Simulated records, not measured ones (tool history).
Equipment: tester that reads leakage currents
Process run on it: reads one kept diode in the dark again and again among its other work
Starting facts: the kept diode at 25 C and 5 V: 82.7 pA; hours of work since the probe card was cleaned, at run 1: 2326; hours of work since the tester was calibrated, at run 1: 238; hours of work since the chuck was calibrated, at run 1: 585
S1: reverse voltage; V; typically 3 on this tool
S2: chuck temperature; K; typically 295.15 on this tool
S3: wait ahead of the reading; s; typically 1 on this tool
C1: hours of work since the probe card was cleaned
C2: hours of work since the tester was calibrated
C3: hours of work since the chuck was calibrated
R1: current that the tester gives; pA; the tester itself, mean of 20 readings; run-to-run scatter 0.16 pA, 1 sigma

{"run": 1, "hour": 0.0, "S1": 3, "S2": 295.15, "S3": 1, "C1": 2326, "C2": 238, "C3": 585, "R1": 50.99}
{"run": 2, "hour": 146.9, "S1": 3, "S2": 295.15, "S3": 1, "C1": 2400, "C2": 312, "C3": 659, "R1": 51.04}
{"run": 3, "hour": 290.4, "S1": 3, "S2": 308.15, "S3": 1, "C1": 2472, "C2": 383, "C3": 731, "R1": 165.41}
{"run": 4, "hour": 377.6, "S1": 3, "S2": 308.15, "S3": 1, "C1": 2515, "C2": 427, "C3": 774, "R1": 164.88}
{"run": 5, "hour": 522.2, "S1": 3, "S2": 308.15, "S3": 1, "C1": 2588, "C2": 499, "C3": 847, "R1": 166.03}
{"run": 6, "hour": 638.5, "S1": 17.84, "S2": 295.15, "S3": 1, "C1": 2646, "C2": 558, "C3": 905, "R1": 114.45}
{"run": 7, "hour": 780.2, "S1": 17.84, "S2": 295.15, "S3": 1, "C1": 2717, "C2": 629, "C3": 976, "R1": 114.45}
{"hour": 792.8, "done": "chuck's temperature calibrated"}
{"run": 8, "hour": 929.1, "S1": 17.84, "S2": 295.15, "S3": 1, "C1": 2790, "C2": 702, "C3": 68, "R1": 114.35}
{"run": 9, "hour": 1046.1, "S1": 17.84, "S2": 295.15, "S3": 1, "C1": 2849, "C2": 761, "C3": 127, "R1": 114.72}
{"run": 10, "hour": 1205.3, "S1": 3, "S2": 302.15, "S3": 1, "C1": 2928, "C2": 840, "C3": 206, "R1": 96.67}
{"run": 11, "hour": 1391.0, "S1": 3, "S2": 302.15, "S3": 1, "C1": 3021, "C2": 933, "C3": 299, "R1": 97.23}
{"run": 12, "hour": 1510.3, "S1": 3, "S2": 302.15, "S3": 1, "C1": 3081, "C2": 993, "C3": 359, "R1": 96.96}
{"run": 13, "hour": 1648.2, "S1": 2.64, "S2": 295.15, "S3": 1, "C1": 3150, "C2": 1062, "C3": 428, "R1": 48.11}
{"run": 14, "hour": 1823.1, "S1": 3, "S2": 319.15, "S3": 1, "C1": 3238, "C2": 1150, "C3": 516, "R1": 421.96}
{"hour": 1930.7, "done": "probe card cleaned and baked"}
{"run": 15, "hour": 1962.0, "S1": 3, "S2": 295.15, "S3": 1, "C1": 16, "C2": 1218, "C3": 584, "R1": 51.32}
{"run": 16, "hour": 2097.0, "S1": 3, "S2": 298.15, "S3": 1, "C1": 83, "C2": 1285, "C3": 651, "R1": 67.77}
{"run": 17, "hour": 2238.1, "S1": 3, "S2": 295.15, "S3": 1, "C1": 154, "C2": 1356, "C3": 722, "R1": 51}
{"run": 18, "hour": 2402.8, "S1": 3, "S2": 295.15, "S3": 1, "C1": 236, "C2": 1438, "C3": 804, "R1": 50.81}
{"run": 19, "hour": 2549.7, "S1": 3, "S2": 295.15, "S3": 1, "C1": 310, "C2": 1512, "C3": 878, "R1": 51.01}
{"run": 20, "hour": 2719.3, "S1": 3, "S2": 295.15, "S3": 1, "C1": 395, "C2": 1597, "C3": 963, "R1": 51.21}
{"hour": 2757.0, "done": "chuck's temperature calibrated"}
{"run": 21, "hour": 2904.1, "S1": 3, "S2": 321.15, "S3": 4.56, "C1": 486, "C2": 1688, "C3": 74, "R1": 494.67}
{"run": 22, "hour": 3030.5, "S1": 3, "S2": 321.15, "S3": 4.56, "C1": 549, "C2": 1751, "C3": 137, "R1": 495.7}
{"run": 23, "hour": 3117.8, "S1": 13.26, "S2": 301.15, "S3": 1, "C1": 593, "C2": 1795, "C3": 181, "R1": 170.58}
{"run": 24, "hour": 3288.3, "S1": 13.13, "S2": 301.15, "S3": 0.46, "C1": 679, "C2": 1880, "C3": 266, "R1": 176.77}
{"run": 25, "hour": 3387.2, "S1": 3, "S2": 295.15, "S3": 1.12, "C1": 728, "C2": 1930, "C3": 315, "R1": 51.1}
{"run": 26, "hour": 3526.6, "S1": 3.39, "S2": 296.15, "S3": 1, "C1": 798, "C2": 2000, "C3": 385, "R1": 59.18}
{"run": 27, "hour": 3669.1, "S1": 3.39, "S2": 296.15, "S3": 1, "C1": 869, "C2": 2071, "C3": 457, "R1": 59.09}
{"run": 28, "hour": 3763.9, "S1": 3.39, "S2": 296.15, "S3": 1, "C1": 917, "C2": 2118, "C3": 504, "R1": 59.33}
{"run": 29, "hour": 3929.4, "S1": 3.39, "S2": 296.15, "S3": 1, "C1": 999, "C2": 2201, "C3": 587, "R1": 59.31}
{"run": 30, "hour": 4078.5, "S1": 3.39, "S2": 296.15, "S3": 1, "C1": 1074, "C2": 2276, "C3": 661, "R1": 59.14}
{"run": 31, "hour": 4202.7, "S1": 3.39, "S2": 296.15, "S3": 1, "C1": 1136, "C2": 2338, "C3": 724, "R1": 59.12}
{"run": 32, "hour": 4326.8, "S1": 3.72, "S2": 295.15, "S3": 0.43, "C1": 1198, "C2": 2400, "C3": 786, "R1": 58.14}
{"run": 33, "hour": 4515.7, "S1": 1.69, "S2": 314.15, "S3": 2.91, "C1": 1293, "C2": 2495, "C3": 880, "R1": 217.61}
{"run": 34, "hour": 4684.0, "S1": 1.69, "S2": 314.15, "S3": 2.91, "C1": 1377, "C2": 2579, "C3": 965, "R1": 215.13}
{"hour": 4714.3, "done": "chuck's temperature calibrated"}
{"run": 35, "hour": 4810.0, "S1": 1.69, "S2": 314.15, "S3": 2.91, "C1": 1439, "C2": 2641, "C3": 48, "R1": 216.15}
{"hour": 4889.8, "done": "tester calibrated"}
{"run": 36, "hour": 4929.1, "S1": 1.69, "S2": 314.15, "S3": 2.91, "C1": 1498, "C2": 20, "C3": 107, "R1": 216.08}
{"run": 37, "hour": 5061.8, "S1": 1.24, "S2": 314.15, "S3": 9.71, "C1": 1564, "C2": 86, "C3": 173, "R1": 190.33}
{"run": 38, "hour": 5194.3, "S1": 2.82, "S2": 295.15, "S3": 1, "C1": 1631, "C2": 152, "C3": 239, "R1": 49.43}
{"run": 39, "hour": 5308.1, "S1": 3, "S2": 295.15, "S3": 8.19, "C1": 1687, "C2": 209, "C3": 296, "R1": 49.72}

Each row is a separate what-if for the run after 39, all from the same tool condition, not one after another. Results?
{"run": "A", "hour": 5419.8, "S1": 3, "S2": 323.15, "S3": 1, "C1": 1743, "C2": 265, "C3": 352, "R1": "?"}
{"run": "B", "hour": 5419.8, "S1": 3.44, "S2": 305.15, "S3": 0.59, "C1": 1743, "C2": 265, "C3": 352, "R1": "?"}
{"run": "C", "hour": 5419.8, "S1": 3, "S2": 297.15, "S3": 1, "C1": 1743, "C2": 265, "C3": 352, "R1": "?"}
{"run": "D", "hour": 5419.8, "S1": 2.18, "S2": 295.15, "S3": 0.41, "C1": 1743, "C2": 265, "C3": 352, "R1": "?"}

run=A R1=581.3
run=B R1=135.63
run=C R1=61.5
run=D R1=45.74
Stripped of hidden state, with their random variation kept, the same runs would have yielded:
run=A R1=581.47
run=B R1=135.65
run=C R1=61.5
run=D R1=45.73

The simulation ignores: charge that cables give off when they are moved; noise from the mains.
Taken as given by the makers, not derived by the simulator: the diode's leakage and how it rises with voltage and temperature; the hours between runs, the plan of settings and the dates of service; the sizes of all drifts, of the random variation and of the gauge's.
